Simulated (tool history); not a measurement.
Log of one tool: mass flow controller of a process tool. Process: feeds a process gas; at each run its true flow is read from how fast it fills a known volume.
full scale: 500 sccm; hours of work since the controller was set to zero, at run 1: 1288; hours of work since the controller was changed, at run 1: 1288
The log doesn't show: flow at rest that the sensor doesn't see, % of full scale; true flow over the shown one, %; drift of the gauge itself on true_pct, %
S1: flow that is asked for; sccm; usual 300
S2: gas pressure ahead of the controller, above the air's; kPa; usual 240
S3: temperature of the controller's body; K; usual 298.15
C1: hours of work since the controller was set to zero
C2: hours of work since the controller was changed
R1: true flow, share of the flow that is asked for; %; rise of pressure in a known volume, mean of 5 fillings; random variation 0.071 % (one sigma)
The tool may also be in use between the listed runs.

run 1 hour=0.0 | S1=300 S2=240 S3=298.15 | C1=1288 C2=1288 | R1=99.21
run 2 hour=243.4 | S1=439 S2=240 S3=298.15 | C1=1372 C2=1372 | R1=100.00
run 3 hour=429.3 | S1=439 S2=240 S3=298.15 | C1=1436 C2=1436 | R1=99.90
run 4 hour=778.4 | S1=439 S2=240 S3=296.15 | C1=1556 C2=1556 | R1=99.83
run 5 hour=1115.8 | S1=439 S2=240 S3=296.15 | C1=1672 C2=1672 | R1=99.80
run 6 hour=1446.5 | S1=498 S2=240 S3=296.15 | C1=1786 C2=1786 | R1=100.13
run 7 hour=1592.5 | S1=300 S2=240 S3=302.15 | C1=1836 C2=1836 | R1=99.66
run 8 hour=1867.0 | S1=300 S2=240 S3=302.15 | C1=1930 C2=1930 | R1=99.64
run 9 hour=2034.2 | S1=300 S2=240 S3=302.15 | C1=1988 C2=1988 | R1=99.80
run 10 hour=2321.7 | S1=300 S2=240 S3=302.15 | C1=2087 C2=2087 | R1=99.69
run 11 hour=2512.2 | S1=61 S2=240 S3=302.15 | C1=2152 C2=2152 | R1=97.48
run 12 hour=2760.1 | S1=61 S2=240 S3=302.15 | C1=2238 C2=2238 | R1=97.30
run 13 hour=3110.9 | S1=300 S2=240 S3=298.15 | C1=2358 C2=2358 | R1=99.44
run 14 hour=3382.5 | S1=300 S2=240 S3=298.15 | C1=2452 C2=2452 | R1=99.54
run 15 hour=3534.6 | S1=300 S2=240 S3=298.15 | C1=2504 C2=2504 | R1=99.52
run 16 hour=3732.2 | S1=300 S2=199 S3=298.15 | C1=2572 C2=2572 | R1=99.20
run 17 hour=4038.9 | S1=300 S2=199 S3=298.15 | C1=2678 C2=2678 | R1=99.07
run 18 hour=4363.8 | S1=156 S2=240 S3=298.15 | C1=2790 C2=2790 | R1=98.59
run 19 hour=4621.0 | S1=300 S2=240 S3=298.15 | C1=2878 C2=2878 | R1=99.68
run 20 hour=4800.4 | S1=123 S2=240 S3=298.15 | C1=2940 C2=2940 | R1=98.20
run 21 hour=5147.7 | S1=123 S2=240 S3=298.15 | C1=3059 C2=3059 | R1=97.99
run 22 hour=5502.0 | S1=300 S2=240 S3=298.15 | C1=3181 C2=3181 | R1=99.59
run 23 hour=5659.3 | S1=300 S2=240 S3=298.15 | C1=3236 C2=3236 | R1=99.51

Run 24 comes next. What will it give?
run 24 hour=5888.3 | S1=300 S2=240 S3=298.15 | C1=3314 C2=3314 | R1=?

Run 24 gave R1 99.52 %.
Without the tool's hidden state the same run would have given R1 99.56 %.

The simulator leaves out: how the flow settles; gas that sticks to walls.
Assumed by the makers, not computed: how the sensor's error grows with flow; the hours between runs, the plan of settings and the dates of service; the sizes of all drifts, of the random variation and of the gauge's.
